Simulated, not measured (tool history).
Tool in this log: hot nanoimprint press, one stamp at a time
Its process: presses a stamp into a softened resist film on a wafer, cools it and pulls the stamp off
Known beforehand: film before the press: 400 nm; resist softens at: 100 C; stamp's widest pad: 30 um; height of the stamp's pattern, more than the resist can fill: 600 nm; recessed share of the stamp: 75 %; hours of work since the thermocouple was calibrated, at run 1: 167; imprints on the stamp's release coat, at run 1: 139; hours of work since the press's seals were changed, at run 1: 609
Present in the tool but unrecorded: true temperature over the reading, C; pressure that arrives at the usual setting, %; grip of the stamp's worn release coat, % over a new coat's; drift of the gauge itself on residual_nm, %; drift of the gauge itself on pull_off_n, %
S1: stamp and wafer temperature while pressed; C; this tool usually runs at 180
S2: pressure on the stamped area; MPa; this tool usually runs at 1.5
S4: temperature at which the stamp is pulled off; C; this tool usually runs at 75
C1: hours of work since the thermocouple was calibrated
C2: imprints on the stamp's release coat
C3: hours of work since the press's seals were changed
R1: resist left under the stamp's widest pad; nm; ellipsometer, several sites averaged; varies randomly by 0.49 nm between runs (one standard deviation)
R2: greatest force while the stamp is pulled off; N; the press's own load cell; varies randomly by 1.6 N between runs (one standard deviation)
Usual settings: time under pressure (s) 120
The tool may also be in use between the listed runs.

run 1 hour=0 | S1=180 S2=1.5 time_under_pressure_(s)=120 S4=75 | C1=167 C2=139 C3=609 | R1=228.7 R2=169
run 2 hour=30.7 | S1=180 S2=1.5 time_under_pressure_(s)=120 S4=75 | C1=185 C2=211 C3=626 | R1=227.7 R2=173
run 3 hour=62.1 | S1=180 S2=1.5 time_under_pressure_(s)=120 S4=75 | C1=202 C2=285 C3=644 | R1=227.4 R2=174
run 4 hour=89.9 | S1=180 S2=1.5 time_under_pressure_(s)=120 S4=75 | C1=218 C2=350 C3=659 | R1=228 R2=175
run 5 hour=122.7 | S1=180 S2=1.19 time_under_pressure_(s)=120 S4=75 | C1=237 C2=427 C3=678 | R1=246 R2=178
run 6 hour=154.3 | S1=191 S2=1.5 time_under_pressure_(s)=120 S4=75 | C1=255 C2=501 C3=696 | R1=142 R2=181
run 7 hour=176.1 | S1=191 S2=1.5 time_under_pressure_(s)=120 S4=75 | C1=267 C2=552 C3=708 | R1=142.1 R2=184
run 8 hour=207.1 | S1=179 S2=1.5 time_under_pressure_(s)=120 S4=75 | C1=285 C2=625 C3=726 | R1=236.2 R2=184
-- hour=231.1 stamp cleaned and given a new release coat
run 9 hour=233 | S1=179 S2=1.5 time_under_pressure_(s)=120 S4=75 | C1=296 C2=5 C3=737 | R1=236.3 R2=164
run 10 hour=248.9 | S1=180 S2=1.5 time_under_pressure_(s)=120 S4=72 | C1=305 C2=42 C3=746 | R1=227.3 R2=171
run 11 hour=268.2 | S1=180 S2=1.5 time_under_pressure_(s)=120 S4=68 | C1=316 C2=87 C3=757 | R1=227.3 R2=179
run 12 hour=302.3 | S1=180 S2=1.5 time_under_pressure_(s)=120 S4=68 | C1=335 C2=167 C3=777 | R1=228.1 R2=178
run 13 hour=331.5 | S1=180 S2=1.5 time_under_pressure_(s)=120 S4=68 | C1=352 C2=236 C3=793 | R1=227.2 R2=184
run 14 hour=363.3 | S1=180 S2=1.5 time_under_pressure_(s)=120 S4=68 | C1=370 C2=310 C3=811 | R1=226.9 R2=184
run 15 hour=385.8 | S1=180 S2=1.5 time_under_pressure_(s)=214 S4=68 | C1=383 C2=363 C3=824 | R1=183.1 R2=189
run 16 hour=419.9 | S1=180 S2=1.5 time_under_pressure_(s)=214 S4=68 | C1=402 C2=443 C3=843 | R1=183.7 R2=188
run 17 hour=451.7 | S1=180 S2=1.5 time_under_pressure_(s)=214 S4=68 | C1=420 C2=518 C3=861 | R1=182.7 R2=195
-- hour=456.3 plate thermocouple calibrated
run 18 hour=480.9 | S1=170 S2=2.35 time_under_pressure_(s)=120 S4=75 | C1=14 C2=579 C3=876 | R1=283.8 R2=178
run 19 hour=513.6 | S1=170 S2=2.35 time_under_pressure_(s)=120 S4=75 | C1=33 C2=656 C3=895 | R1=282.6 R2=183
-- hour=525.6 stamp cleaned and given a new release coat
run 20 hour=544.6 | S1=169 S2=1.84 time_under_pressure_(s)=173 S4=64 | C1=47 C2=45 C3=909 | R1=283.3 R2=185
run 21 hour=582.8 | S1=169 S2=1.84 time_under_pressure_(s)=173 S4=64 | C1=68 C2=134 C3=931 | R1=282.3 R2=185
run 22 hour=616.3 | S1=169 S2=1.84 time_under_pressure_(s)=173 S4=64 | C1=87 C2=213 C3=949 | R1=283.2 R2=189
-- hour=644.5 plate thermocouple calibrated, once more
run 23 hour=644.5 | S1=169 S2=1.5 time_under_pressure_(s)=92 S4=77 | C1=0 C2=272 C3=964 | R1=342.4 R2=172
run 24 hour=664.9 | S1=186 S2=1.76 time_under_pressure_(s)=129 S4=77 | C1=12 C2=320 C3=975 | R1=167.8 R2=168
run 25 hour=690.2 | S1=186 S2=1.76 time_under_pressure_(s)=74 S4=77 | C1=26 C2=379 C3=990 | R1=207.3 R2=175
run 26 hour=705.8 | S1=180 S2=1.74 time_under_pressure_(s)=133 S4=71 | C1=35 C2=416 C3=999 | R1=215.8 R2=184
run 27 hour=733.9 | S1=180 S2=1.74 time_under_pressure_(s)=133 S4=71 | C1=51 C2=482 C3=1015 | R1=215.5 R2=187
run 28 hour=764.5 | S1=180 S2=1.74 time_under_pressure_(s)=133 S4=77 | C1=68 C2=553 C3=1032 | R1=215.3 R2=178
run 29 hour=794.7 | S1=180 S2=1.74 time_under_pressure_(s)=107 S4=77 | C1=85 C2=624 C3=1049 | R1=232.2 R2=180
-- hour=820.4 stamp cleaned and given a new release coat
run 30 hour=825 | S1=170 S2=1.74 time_under_pressure_(s)=163 S4=77 | C1=99 C2=11 C3=1063 | R1=294.9 R2=164

What if the next run were any one of these 4? Each begins from the tool's condition after run 30:
run A hour=849.4 | S1=178 S2=1.31 time_under_pressure_(s)=120 S4=75 | C1=113 C2=68 C3=1077 | R1=? R2=?
run B hour=849.4 | S1=188 S2=1.5 time_under_pressure_(s)=61 S4=78 | C1=113 C2=68 C3=1077 | R1=? R2=?
run C hour=849.4 | S1=170 S2=1.74 time_under_pressure_(s)=86 S4=77 | C1=113 C2=68 C3=1077 | R1=? R2=?
run D hour=849.4 | S1=190 S2=1.5 time_under_pressure_(s)=138 S4=75 | C1=113 C2=68 C3=1077 | R1=? R2=?

run=A R1=261.2 R2=166
run=B R1=216.4 R2=162
run=C R1=334.5 R2=163
run=D R1=145.1 R2=166
The same runs, with their run-to-run variation unchanged, on a tool lacking any hidden condition would have given:
run=A R1=257.7 R2=164
run=B R1=212 R2=160
run=C R1=331 R2=161
run=D R1=141.5 R2=164

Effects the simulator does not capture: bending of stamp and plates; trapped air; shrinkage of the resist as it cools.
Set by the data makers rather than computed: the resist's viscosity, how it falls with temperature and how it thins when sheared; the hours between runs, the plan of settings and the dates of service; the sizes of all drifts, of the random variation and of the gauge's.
